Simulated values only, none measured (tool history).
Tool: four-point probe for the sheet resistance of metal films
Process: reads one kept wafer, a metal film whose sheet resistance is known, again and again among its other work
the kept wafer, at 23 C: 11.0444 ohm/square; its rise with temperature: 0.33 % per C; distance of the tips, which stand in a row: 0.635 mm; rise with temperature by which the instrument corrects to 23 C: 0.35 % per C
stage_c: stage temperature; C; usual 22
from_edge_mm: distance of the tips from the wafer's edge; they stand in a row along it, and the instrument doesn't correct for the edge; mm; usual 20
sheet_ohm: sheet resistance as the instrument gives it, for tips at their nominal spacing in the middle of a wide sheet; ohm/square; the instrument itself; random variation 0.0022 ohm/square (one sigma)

{"run": 1, "hour": 0.0, "stage_c": 22, "from_edge_mm": 20, "sheet_ohm": 10.995648}
{"run": 2, "hour": 11.1, "stage_c": 22, "from_edge_mm": 20, "sheet_ohm": 10.995675}
{"run": 3, "hour": 22.0, "stage_c": 22, "from_edge_mm": 20, "sheet_ohm": 10.997297}
{"run": 4, "hour": 44.2, "stage_c": 22, "from_edge_mm": 20, "sheet_ohm": 10.996311}
{"run": 5, "hour": 58.0, "stage_c": 22, "from_edge_mm": 20, "sheet_ohm": 10.997811}
{"run": 6, "hour": 77.0, "stage_c": 22, "from_edge_mm": 20, "sheet_ohm": 10.996507}
{"run": 7, "hour": 96.9, "stage_c": 22, "from_edge_mm": 20, "sheet_ohm": 10.995834}
{"run": 8, "hour": 110.7, "stage_c": 22, "from_edge_mm": 20, "sheet_ohm": 10.995143}
{"run": 9, "hour": 127.5, "stage_c": 22, "from_edge_mm": 63, "sheet_ohm": 10.989497}
{"run": 10, "hour": 141.6, "stage_c": 22, "from_edge_mm": 63, "sheet_ohm": 10.98788}
{"run": 11, "hour": 155.9, "stage_c": 22, "from_edge_mm": 20, "sheet_ohm": 10.992872}
{"run": 12, "hour": 167.9, "stage_c": 22, "from_edge_mm": 20, "sheet_ohm": 10.995505}
{"run": 13, "hour": 182.1, "stage_c": 22, "from_edge_mm": 20, "sheet_ohm": 10.990409}
{"run": 14, "hour": 202.4, "stage_c": 22, "from_edge_mm": 6, "sheet_ohm": 11.058005}
{"run": 15, "hour": 221.1, "stage_c": 22, "from_edge_mm": 6, "sheet_ohm": 11.057128}
{"run": 16, "hour": 230.9, "stage_c": 22, "from_edge_mm": 20, "sheet_ohm": 10.99251}
{"run": 17, "hour": 242.2, "stage_c": 22, "from_edge_mm": 20, "sheet_ohm": 10.992625}
{"run": 18, "hour": 266.0, "stage_c": 27, "from_edge_mm": 20, "sheet_ohm": 10.98304}
{"run": 19, "hour": 282.2, "stage_c": 27, "from_edge_mm": 20, "sheet_ohm": 10.985705}
{"run": 20, "hour": 296.3, "stage_c": 27, "from_edge_mm": 20, "sheet_ohm": 10.981827}
{"run": 21, "hour": 311.1, "stage_c": 27, "from_edge_mm": 20, "sheet_ohm": 10.984385}
{"run": 22, "hour": 324.8, "stage_c": 31, "from_edge_mm": 20, "sheet_ohm": 10.974443}
{"run": 23, "hour": 347.2, "stage_c": 31, "from_edge_mm": 20, "sheet_ohm": 10.976672}
{"run": 24, "hour": 359.9, "stage_c": 31, "from_edge_mm": 20, "sheet_ohm": 10.97727}
{"run": 25, "hour": 372.5, "stage_c": 28, "from_edge_mm": 69, "sheet_ohm": 10.973407}
{"run": 26, "hour": 392.9, "stage_c": 28, "from_edge_mm": 69, "sheet_ohm": 10.976346}
{"run": 27, "hour": 416.1, "stage_c": 34, "from_edge_mm": 20, "sheet_ohm": 10.970152}
{"run": 28, "hour": 428.7, "stage_c": 22, "from_edge_mm": 30, "sheet_ohm": 10.990527}
{"run": 29, "hour": 445.3, "stage_c": 22, "from_edge_mm": 30, "sheet_ohm": 10.985064}
{"run": 30, "hour": 469.0, "stage_c": 20, "from_edge_mm": 22, "sheet_ohm": 10.997123}
{"run": 31, "hour": 480.2, "stage_c": 29, "from_edge_mm": 12, "sheet_ohm": 10.984053}
{"run": 32, "hour": 504.0, "stage_c": 19, "from_edge_mm": 7, "sheet_ohm": 11.041366}
{"run": 33, "hour": 525.3, "stage_c": 28, "from_edge_mm": 6, "sheet_ohm": 11.037509}
{"run": 34, "hour": 548.6, "stage_c": 33, "from_edge_mm": 34, "sheet_ohm": 10.961004}
{"run": 35, "hour": 562.5, "stage_c": 29, "from_edge_mm": 54, "sheet_ohm": 10.968832}
{"run": 36, "hour": 583.0, "stage_c": 29, "from_edge_mm": 54, "sheet_ohm": 10.971381}
{"run": 37, "hour": 597.5, "stage_c": 29, "from_edge_mm": 54, "sheet_ohm": 10.973458}
{"run": 38, "hour": 620.1, "stage_c": 23, "from_edge_mm": 20, "sheet_ohm": 10.985163}
{"run": 39, "hour": 630.9, "stage_c": 24, "from_edge_mm": 4, "sheet_ohm": 11.12478}
{"run": 40, "hour": 652.3, "stage_c": 24, "from_edge_mm": 4, "sheet_ohm": 11.125185}
{"run": 41, "hour": 665.9, "stage_c": 19, "from_edge_mm": 11, "sheet_ohm": 11.008504}
{"run": 42, "hour": 687.5, "stage_c": 23, "from_edge_mm": 11, "sheet_ohm": 10.998873}
{"run": 43, "hour": 697.4, "stage_c": 23, "from_edge_mm": 11, "sheet_ohm": 11.001581}
{"run": 44, "hour": 718.8, "stage_c": 22, "from_edge_mm": 27, "sheet_ohm": 10.989452}

Forecast each of these 3 alternatives for the next run:
{"run": "A", "hour": 738.6, "stage_c": 22, "from_edge_mm": 4, "sheet_ohm": "?"}
{"run": "B", "hour": 738.6, "stage_c": 21, "from_edge_mm": 7, "sheet_ohm": "?"}
{"run": "C", "hour": 738.6, "stage_c": 21, "from_edge_mm": 9, "sheet_ohm": "?"}

run=A sheet_ohm=11.131954
run=B sheet_ohm=11.033163
run=C sheet_ohm=11.015145
Without the tool's hidden state the same runs would have given:
run=A sheet_ohm=11.196419
run=B sheet_ohm=11.097132
run=C sheet_ohm=11.079016
